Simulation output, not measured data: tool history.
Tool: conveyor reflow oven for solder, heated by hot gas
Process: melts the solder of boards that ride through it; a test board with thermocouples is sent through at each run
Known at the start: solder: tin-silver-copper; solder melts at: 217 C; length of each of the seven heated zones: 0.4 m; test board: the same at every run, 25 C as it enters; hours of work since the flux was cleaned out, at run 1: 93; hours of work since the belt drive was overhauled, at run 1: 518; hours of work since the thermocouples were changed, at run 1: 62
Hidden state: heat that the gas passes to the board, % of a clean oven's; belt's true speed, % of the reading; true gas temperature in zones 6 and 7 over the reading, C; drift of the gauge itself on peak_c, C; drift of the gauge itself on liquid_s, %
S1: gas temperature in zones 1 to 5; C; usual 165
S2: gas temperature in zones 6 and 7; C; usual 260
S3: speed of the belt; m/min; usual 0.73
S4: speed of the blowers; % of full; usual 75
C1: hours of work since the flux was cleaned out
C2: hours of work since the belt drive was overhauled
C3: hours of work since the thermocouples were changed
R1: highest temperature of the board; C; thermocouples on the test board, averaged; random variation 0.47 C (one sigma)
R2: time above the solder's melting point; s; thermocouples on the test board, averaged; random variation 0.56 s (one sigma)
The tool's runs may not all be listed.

run,day,S1,S2,S3,S4,C1,C2,C3,R1,R2
1,0,165,260,0.73,75,93,518,62,243.7,40.1
2,0.396,165,260,0.73,75,101,525,69,243.1,40
3,0.588,165,264,0.73,75,104,529,73,246.3,42.9
4,0.821,165,264,0.73,75,108,533,77,247.5,42.6
5,1.071,165,260,0.73,76,113,538,82,242.9,40.6
6,1.317,165,260,0.73,76,117,542,86,243.5,40.4
7,1.7,165,260,0.73,76,124,549,93,243.5,41
8,2.038,165,258,0.73,52,130,555,99,233.4,27.8
9,2.4,171,260,0.73,75,137,562,106,244.9,42.9
10,2.654,151,261,0.73,72,141,566,110,240.7,33.4
11,3.079,151,261,0.73,72,149,574,118,240.5,35.1
12,3.262,150,270,0.73,75,152,577,121,249.2,41.1
13,3.525,166,260,0.73,70,157,582,126,242,40.3

Forecast each of these 3 alternatives for the next run:
A,3.858,165,256,0.656,75,163,588,132,?,?
B,3.858,165,260,0.626,75,163,588,132,?,?
C,3.858,177,249,0.73,58,163,588,132,?,?

run,R1,R2
A,242.6,46.3
B,248.1,52.4
C,232.2,29.9
Without the tool's hidden state the same runs would have given:
run,R1,R2
A,242.7,46.4
B,248.1,52.5
C,232.2,30
